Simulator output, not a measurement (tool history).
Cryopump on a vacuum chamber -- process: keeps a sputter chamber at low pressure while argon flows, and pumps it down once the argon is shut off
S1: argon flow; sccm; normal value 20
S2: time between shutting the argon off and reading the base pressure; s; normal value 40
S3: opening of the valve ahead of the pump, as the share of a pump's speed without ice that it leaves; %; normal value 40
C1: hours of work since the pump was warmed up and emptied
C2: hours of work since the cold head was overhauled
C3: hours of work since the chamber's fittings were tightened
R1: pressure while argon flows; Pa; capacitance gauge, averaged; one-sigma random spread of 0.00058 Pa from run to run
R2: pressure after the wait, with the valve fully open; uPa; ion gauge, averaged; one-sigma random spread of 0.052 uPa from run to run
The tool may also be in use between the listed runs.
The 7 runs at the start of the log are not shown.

Run 8, hour 226.1: usual settings but S1 10 sccm; C1 159; C2 159; C3 3338. Result: R1 0.0368 Pa, R2 3.73 uPa.
Run 9, hour 265.4: usual settings but S1 10 sccm; C1 183; C2 183; C3 3361. Result: R1 0.0377 Pa, R2 3.8 uPa.
At hour 276.8: leaking fittings of the chamber tightened, without venting.
Run 10, hour 302.7: usual settings but S1 10 sccm; C1 204; C2 204; C3 16. Result: R1 0.0379 Pa, R2 3.42 uPa.
Run 11, hour 344.3: usual settings but S1 10 sccm; C1 229; C2 229; C3 41. Result: R1 0.0378 Pa, R2 3.32 uPa.
Run 12, hour 389.7: usual settings; C1 257; C2 257; C3 68. Result: R1 0.0767 Pa, R2 3.23 uPa.
Run 13, hour 413: usual settings; C1 271; C2 271; C3 82. Result: R1 0.0772 Pa, R2 3.33 uPa.
Run 14, hour 438.9: usual settings; C1 286; C2 286; C3 98. Result: R1 0.0764 Pa, R2 3.3 uPa.
Run 15, hour 458.2: usual settings; C1 298; C2 298; C3 109. Result: R1 0.0767 Pa, R2 3.35 uPa.
Run 16, hour 478.4: usual settings; C1 310; C2 310; C3 121. Result: R1 0.0778 Pa, R2 3.35 uPa.
Run 17, hour 501.8: usual settings but S2 74 s; C1 324; C2 324; C3 136. Result: R1 0.0777 Pa, R2 1.97 uPa.
Run 18, hour 538: usual settings but S2 74 s; C1 346; C2 346; C3 157. Result: R1 0.0783 Pa, R2 2.01 uPa.
Run 19, hour 578.5: usual settings but S2 74 s; C1 370; C2 370; C3 182. Result: R1 0.0792 Pa, R2 2.04 uPa.
Run 20, hour 608.8: usual settings but S1 36 sccm, S2 74 s; C1 389; C2 389; C3 200. Result: R1 0.142 Pa, R2 2.06 uPa.
Run 21, hour 632.1: usual settings but S1 36 sccm, S2 74 s; C1 403; C2 403; C3 214. Result: R1 0.1421 Pa, R2 2.01 uPa.
Run 22, hour 667.5: usual settings but S1 36 sccm, S2 74 s; C1 424; C2 424; C3 235. Result: R1 0.1422 Pa, R2 2 uPa.
Run 23, hour 696.4: usual settings but S1 36 sccm, S2 25 s, S3 25 %; C1 441; C2 441; C3 253. Result: R1 0.2213 Pa, R2 5.2 uPa.
Run 24, hour 724.1: usual settings but S1 16 sccm; C1 458; C2 458; C3 270. Result: R1 0.0635 Pa, R2 3.37 uPa.
Run 25, hour 763: usual settings but S1 16 sccm, S2 212 s, S3 58 %; C1 482; C2 482; C3 293. Result: R1 0.0464 Pa, R2 1.04 uPa.
Run 26, hour 796.1: usual settings but S1 16 sccm, S2 212 s, S3 58 %; C1 502; C2 502; C3 313. Result: R1 0.0464 Pa, R2 0.99 uPa.
Run 27, hour 839.2: usual settings but S2 152 s, S3 26 %; C1 528; C2 528; C3 339. Result: R1 0.1187 Pa, R2 1.24 uPa.
Run 28, hour 864.2: usual settings but S2 152 s, S3 26 %; C1 543; C2 543; C3 354. Result: R1 0.1221 Pa, R2 1.25 uPa.

What does the tool deliver on the next run?
Run 29, hour 892.5: usual settings but S1 32 sccm, S2 165 s, S3 16 %; C1 560; C2 560; C3 371. Result: R1 ?, R2 ?.

R1: 0.3063 Pa
R2: 1.2 uPa
Minus the tool's unlogged condition, the same run would have read R1 0.2925 Pa, R2 0.99 uPa.
